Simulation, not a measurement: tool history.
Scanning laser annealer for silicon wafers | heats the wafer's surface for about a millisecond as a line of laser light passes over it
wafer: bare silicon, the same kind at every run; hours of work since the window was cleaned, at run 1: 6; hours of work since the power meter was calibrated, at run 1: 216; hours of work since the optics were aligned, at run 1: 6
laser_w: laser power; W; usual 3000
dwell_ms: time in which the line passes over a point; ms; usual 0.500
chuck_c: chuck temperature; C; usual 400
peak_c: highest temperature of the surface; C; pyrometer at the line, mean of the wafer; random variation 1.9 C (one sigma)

run    hour  laser_w  dwell_ms  chuck_c  hours of work since the window was cleaned  hours of work since the power meter was calibrated  hours of work since the optics were aligned  peak_c
  1     0.0     3000     0.500      400                                           6                                                 216                                            6    1222
  2    20.1     3000     0.500      400                                          15                                                 226                                           15    1222
  3    68.0     3000     0.500      400                                          36                                                 247                                           36    1216
  4   114.4     3000     0.500      400                                          58                                                 268                                           58    1216
  5   154.7     3000     0.500      400                                          76                                                 287                                           76    1216
  6   185.8     3245     0.500      400                                          90                                                 301                                           90    1286
  7   209.5     3000     0.500      384                                         101                                                 312                                          101    1195
  8   234.0     3000     0.500      384                                         112                                                 323                                          112    1198
  9   268.1     3000     0.500      384                                         127                                                 338                                          127    1194
 10   301.0     3000     0.500      384                                         142                                                 353                                          142    1193
 11   321.3     3000     0.500      384                                         151                                                 362                                          151    1195
 12   361.4     3000     0.500      400                                         170                                                 380                                          170    1209
 13   398.3     3000     0.500      400                                         186                                                 397                                          186    1207
 14   432.5     3000     0.500      400                                         202                                                 413                                          202    1203
 15   463.2     3000     0.500      400                                         216                                                 427                                          216    1202
 16   490.6     3000     0.500      400                                         228                                                 439                                          228    1202
 17   537.5     3000     0.500      400                                         250                                                 460                                          250    1199
 18   582.0     3000     0.372      383                                         270                                                 481                                          270    1058
 19   629.9     3133     0.500      413                                         292                                                 502                                          292    1246
 20   669.0     3133     0.500      413                                         309                                                 520                                          309    1244
 21   706.0     3084     0.506      400                                         326                                                 537                                          326    1221
 22   726.7     3084     0.506      400                                         335                                                 546                                          335    1222
 23   755.9     2698     0.610      417                                         349                                                 560                                          349    1207
 24   784.3     2698     0.610      417                                         362                                                 572                                          362    1202
 25   826.9     2897     0.596      400                                         381                                                 592                                          381    1234
 26   856.4     3083     0.500      437                                         394                                                 605                                          394    1246
 27   889.9     3114     0.373      437                                         410                                                 620                                          410    1133
 28   927.9     3000     0.519      383                                         427                                                 638                                          427    1183
 29   952.2     3000     0.519      383                                         438                                                 649                                          438    1181
 30   998.3     2654     0.500      382                                         459                                                 670                                          459    1065
 31  1029.4     2654     0.500      382                                         473                                                 684                                          473    1061
 32  1071.1     2906     0.500      392                                         492                                                 703                                          492    1144
 33  1094.2     3201     0.524      378                                         502                                                 713                                          502    1234
 34  1117.5     3201     0.397      392                                         513                                                 724                                          513    1124

Some steps in peak_c between neighbouring runs. How much of each would the tool show without its hidden state too (settings, what came in, random variation), and how much is left for the hidden state, with any gauge scatter that isn't in both results?
The hidden state here: light that passes the window, % of a clean one's; laser's true power over the reading, %; width of the line over the set one, %; drift of the gauge itself on peak_c, C.
Run 17 -> 18: dwell_ms 0.500 -> 0.372, chuck_c 400 -> 383. peak_c -141 C: hidden state +2, all else -143.
Run 18 -> 19: laser_w 3000 -> 3133, dwell_ms 0.372 -> 0.500, chuck_c 383 -> 413. peak_c +188 C: hidden state -7, all else +195.
Run 27 -> 28: laser_w 3114 -> 3000, dwell_ms 0.373 -> 0.519, chuck_c 437 -> 383. peak_c +50 C: hidden state -7, all else +57.
Run 29 -> 30: laser_w 3000 -> 2654, dwell_ms 0.519 -> 0.500, chuck_c 383 -> 382. peak_c -116 C: hidden state +3, all else -119.
Run 32 -> 33: laser_w 2906 -> 3201, dwell_ms 0.500 -> 0.524, chuck_c 392 -> 378. peak_c +90 C: hidden state -7, all else +97.
